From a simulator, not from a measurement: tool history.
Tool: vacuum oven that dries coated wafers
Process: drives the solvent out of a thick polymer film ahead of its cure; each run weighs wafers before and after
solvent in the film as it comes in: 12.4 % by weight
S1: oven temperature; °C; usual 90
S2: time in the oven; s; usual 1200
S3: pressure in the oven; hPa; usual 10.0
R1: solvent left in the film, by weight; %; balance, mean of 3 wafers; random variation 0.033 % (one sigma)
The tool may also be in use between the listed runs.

Run 1, day 0.000: usual settings. Result: R1 3.38 %.
Run 2, day 1.221: usual settings. Result: R1 3.45 %.
Run 3, day 2.350: usual settings. Result: R1 3.33 %.
Run 4, day 3.296: usual settings. Result: R1 3.32 %.
Run 5, day 4.417: usual settings. Result: R1 3.42 %.
Run 6, day 5.017: usual settings. Result: R1 3.34 %.
Run 7, day 6.204: usual settings but S3 5.1 hPa. Result: R1 2.43 %.
Run 8, day 7.679: usual settings but S1 105 °C, S2 1500 s. Result: R1 1.40 %.
Run 9, day 8.662: usual settings but S3 16.6 hPa. Result: R1 4.53 %.
Run 10, day 10.088: usual settings but S3 16.6 hPa. Result: R1 4.56 %.
Run 11, day 10.775: usual settings but S2 1320 s, S3 10.2 hPa. Result: R1 3.16 %.
Run 12, day 11.867: usual settings but S1 99 °C, S2 1020 s, S3 6.1 hPa. Result: R1 1.85 %.
Run 13, day 12.800: usual settings but S1 82 °C, S3 5.5 hPa. Result: R1 3.83 %.

4 ways to go on from here, each from the tool as it stands after run 13. What would each give?
Run A, day 13.529: usual settings but S1 78 °C, S2 2100 s. Result: R1 ?.
Run B, day 13.529: usual settings but S1 82 °C, S3 8.0 hPa. Result: R1 ?.
Run C, day 13.529: usual settings but S3 13.0 hPa. Result: R1 ?.
Run D, day 13.529: usual settings but S1 103 °C, S2 720 s, S3 12.6 hPa. Result: R1 ?.

run    R1
  A  4.38
  B  4.44
  C  3.90
  D  2.98
Without the tool's hidden state the same runs would have given:
run    R1
  A  4.37
  B  4.44
  C  3.90
  D  2.98

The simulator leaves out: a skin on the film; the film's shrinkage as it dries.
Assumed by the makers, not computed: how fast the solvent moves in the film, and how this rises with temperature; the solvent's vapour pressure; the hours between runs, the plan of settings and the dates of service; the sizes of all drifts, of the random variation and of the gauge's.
